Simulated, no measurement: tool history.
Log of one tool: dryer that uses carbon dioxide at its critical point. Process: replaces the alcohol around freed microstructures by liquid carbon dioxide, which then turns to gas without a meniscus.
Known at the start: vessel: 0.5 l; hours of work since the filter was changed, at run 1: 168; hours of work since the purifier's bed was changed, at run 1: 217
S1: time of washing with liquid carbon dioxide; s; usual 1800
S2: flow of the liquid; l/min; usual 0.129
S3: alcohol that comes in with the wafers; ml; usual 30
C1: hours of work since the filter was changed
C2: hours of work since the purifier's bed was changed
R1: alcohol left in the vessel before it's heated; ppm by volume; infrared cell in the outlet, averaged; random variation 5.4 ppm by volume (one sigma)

run,hour,S1,S2,S3,C1,C2,R1
1,0,1800,0.129,30,168,217,305
2,14.3,1800,0.129,102,175,224,1007
3,44.3,1800,0.129,102,189,238,1066
4,69.4,1800,0.099,102,200,249,3919
# hour 91.4: inlet filter changed
5,97.8,1800,0.099,102,3,262,1893
6,114.6,1800,0.099,106,11,269,2027
7,129.2,1800,0.099,106,17,276,2035
8,145,1800,0.129,30,24,283,172
9,165.7,1800,0.129,30,34,293,176
10,181.9,1800,0.129,30,41,300,189
11,214,1800,0.129,30,56,315,194
12,248.3,1800,0.129,66,72,330,398
13,263.7,1800,0.129,48,79,337,322
14,287.1,1800,0.129,48,89,348,338
15,313.8,1800,0.129,88,101,360,606
16,337,1800,0.129,88,112,371,617
17,363.9,1860,0.129,30,124,383,232
18,381.4,1860,0.129,45,132,391,327
19,398.4,1860,0.129,45,140,399,341
20,431.3,1860,0.129,45,155,414,362
21,446.4,1860,0.129,45,162,421,374
22,478.8,1860,0.129,45,177,436,400
23,501,1860,0.129,45,187,446,403
24,527.7,1800,0.129,30,199,458,353
25,544.5,1800,0.129,30,207,466,360
# hour 550.6: inlet filter changed
26,571.5,1800,0.129,30,10,477,186
27,591.4,1200,0.129,22,19,487,803
28,620.1,1200,0.129,22,32,500,845
29,645.7,1860,0.129,43,43,511,229
30,675.6,1860,0.129,43,57,525,241
31,692.6,1500,0.141,65,65,533,653
32,716.8,1140,0.141,30,76,544,1123
33,739.5,1140,0.141,30,86,554,1133
34,762.5,2160,0.144,79,97,565,126
35,777.4,1560,0.144,37,104,571,349
36,795.4,1140,0.154,25,112,580,750
37,825.5,2580,0.213,25,125,593,68
38,860,1800,0.096,24,141,609,874
39,889.5,1800,0.145,24,155,623,168
40,920.9,1680,0.193,51,169,637,122
41,938.8,1680,0.161,49,177,645,253
42,960.9,1800,0.129,97,187,655,1026
43,989.1,1380,0.111,97,200,668,6045
# hour 1011: inlet filter changed
44,1019.1,1320,0.129,30,4,681,726
45,1046,2820,0.129,43,16,694,77
46,1060.8,2820,0.129,43,23,700,71
47,1092.3,2820,0.129,51,37,715,74
48,1112.4,1800,0.127,78,46,724,500

How the hidden state differs across the entries between the runs, from the last listed run before each to the first after it:
Between runs 4 and 5: inlet filter changed (hour 91.4)
  flow that reaches the vessel past the clogged filter, %: 84.4 -> 99.7; alcohol in the recycled carbon dioxide, ppm: 29.9 -> 31
  measured less the result without the state, R1: +2059 -> +56 ppm by volume
Between runs 25 and 26: inlet filter changed (hour 550.6)
  flow that reaches the vessel past the clogged filter, %: 84.8 -> 99.2; alcohol in the recycled carbon dioxide, ppm: 49.2 -> 50.4
  measured less the result without the state, R1: +231 -> +52 ppm by volume
Between runs 43 and 44: inlet filter changed (hour 1011)
  flow that reaches the vessel past the clogged filter, %: 85 -> 99.5; alcohol in the recycled carbon dioxide, ppm: 67.7 -> 68.9
  measured less the result without the state, R1: +2804 -> +78 ppm by volume

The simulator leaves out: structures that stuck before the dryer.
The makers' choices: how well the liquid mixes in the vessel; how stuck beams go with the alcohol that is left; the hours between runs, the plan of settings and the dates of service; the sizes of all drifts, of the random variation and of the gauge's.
